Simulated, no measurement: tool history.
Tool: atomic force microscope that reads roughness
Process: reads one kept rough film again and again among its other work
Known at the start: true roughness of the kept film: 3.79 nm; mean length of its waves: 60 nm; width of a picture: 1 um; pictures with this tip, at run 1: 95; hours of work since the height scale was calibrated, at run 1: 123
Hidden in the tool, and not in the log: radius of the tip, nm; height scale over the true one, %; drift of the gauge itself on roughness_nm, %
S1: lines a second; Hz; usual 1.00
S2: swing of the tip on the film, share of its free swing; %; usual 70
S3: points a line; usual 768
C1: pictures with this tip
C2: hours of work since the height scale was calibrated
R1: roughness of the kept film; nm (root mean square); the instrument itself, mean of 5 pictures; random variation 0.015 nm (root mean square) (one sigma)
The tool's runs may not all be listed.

run,hour,S1,S2,S3,C1,C2,R1
1,0.0,1.00,70,768,95,123,3.603
2,29.5,1.00,70,768,126,136,3.589
3,47.5,1.00,70,768,145,145,3.574
4,72.5,1.00,70,768,171,156,3.559
# hour 82.1: new tip fitted
5,89.0,1.00,70,768,7,163,3.651
6,117.9,1.00,70,270,37,176,3.639
7,133.0,1.00,70,270,53,183,3.627
8,151.1,1.00,70,270,72,191,3.629
9,182.1,1.00,70,270,105,205,3.589
10,213.4,1.00,70,270,137,219,3.585
11,230.8,1.00,82,270,156,227,3.501
# hour 255.4: new tip fitted
12,260.8,1.00,82,270,6,240,3.570
13,291.2,1.00,82,270,37,254,3.550
14,309.0,1.00,70,768,56,261,3.600
15,332.1,0.90,70,768,80,272,3.596
16,364.0,1.00,70,689,114,286,3.602
17,384.4,1.00,70,689,135,295,3.590
18,412.8,3.77,62,425,165,308,3.494
# hour 429.2: new tip fitted
19,442.8,0.84,79,336,15,321,3.637
20,476.0,1.92,79,607,49,336,3.495
21,494.9,1.92,89,456,69,345,3.343
22,521.4,0.64,74,266,97,357,3.626
23,544.0,0.64,74,266,121,367,3.608
24,571.1,3.97,62,768,149,379,3.491
25,590.7,1.00,82,684,169,388,3.528

The next listed run, before its measurement:
# hour 602.8: new tip fitted
26,623.6,1.00,66,728,21,402,?

R1: 3.674 nm (root mean square)
Without the tool's hidden state the same run would have given R1 3.661 nm (root mean square).
